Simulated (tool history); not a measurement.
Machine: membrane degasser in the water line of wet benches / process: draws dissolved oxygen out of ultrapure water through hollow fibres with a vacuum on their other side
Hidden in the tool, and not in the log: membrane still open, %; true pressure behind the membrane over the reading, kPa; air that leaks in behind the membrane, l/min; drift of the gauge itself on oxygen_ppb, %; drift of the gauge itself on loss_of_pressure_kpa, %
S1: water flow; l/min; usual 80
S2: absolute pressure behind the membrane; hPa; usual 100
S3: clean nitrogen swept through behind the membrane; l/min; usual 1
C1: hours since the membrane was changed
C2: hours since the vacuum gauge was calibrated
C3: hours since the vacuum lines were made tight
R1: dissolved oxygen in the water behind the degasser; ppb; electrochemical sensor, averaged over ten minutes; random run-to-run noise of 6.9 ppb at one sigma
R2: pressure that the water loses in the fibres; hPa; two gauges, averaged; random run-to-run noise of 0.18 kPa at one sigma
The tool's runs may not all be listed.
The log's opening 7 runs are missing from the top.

run    hour  S1   S2    S3     C1    C2    C3      R1     R2
  8  1224.8  79  100  0.52   9664  1795  3677  1305.1  317.7
  9  1505.6  80  100  0.77   9945  2076  3958  1089.9  325.4
 10  1745.8  80  100   0.6  10185  2316  4198    1245  322.5
 11  2037.3  80  100   0.6  10476  2607  4489  1249.9    325
 12  2271.2  80  100   0.6  10710  2841  4723  1254.4  327.8
 13  2554.7  80  100   0.6  10994  3125  5007  1257.7  323.9
 14    2794  80  100   0.6  11233  3364  5246  1281.9  328.4
     2897.8  -- vacuum gauge calibrated
 15  3041.3  80  100     1  11480   143  5493   944.7  329.6
 16  3324.3  80  100     1  11763   427  5776   964.2  328.5
 17  3613.7  80  100     1  12052   716  6065   952.1  329.4
 18  3924.1  80  100     1  12363  1026  6376   948.8  331.6
 19  4062.3  80  100     1  12501  1165  6514   955.9    329
 20  4257.2  80  100     1  12696  1359  6709   960.7  327.2
 21  4430.4  95  100  0.85  12869  1533  6882  1223.5  392.1
 22  4590.3  97  200  0.65  13029  1693  7042  2770.4  400.9
 23  4821.8  62  100  1.43  13260  1924  7273   595.9    253
 24  5018.9  62  100  1.43  13457  2121  7471   603.7  260.1

The next listed run, before its measurement:
 25  5276.2  69  204  0.66  13715  2378  7728   ?   ?

{"run 25": {"R1": 2287.1, "R2": 282.9}}
On a tool with no hidden condition, and with the same random variation, this run would have come out at R1 2270.5 ppb, R2 257 hPa.

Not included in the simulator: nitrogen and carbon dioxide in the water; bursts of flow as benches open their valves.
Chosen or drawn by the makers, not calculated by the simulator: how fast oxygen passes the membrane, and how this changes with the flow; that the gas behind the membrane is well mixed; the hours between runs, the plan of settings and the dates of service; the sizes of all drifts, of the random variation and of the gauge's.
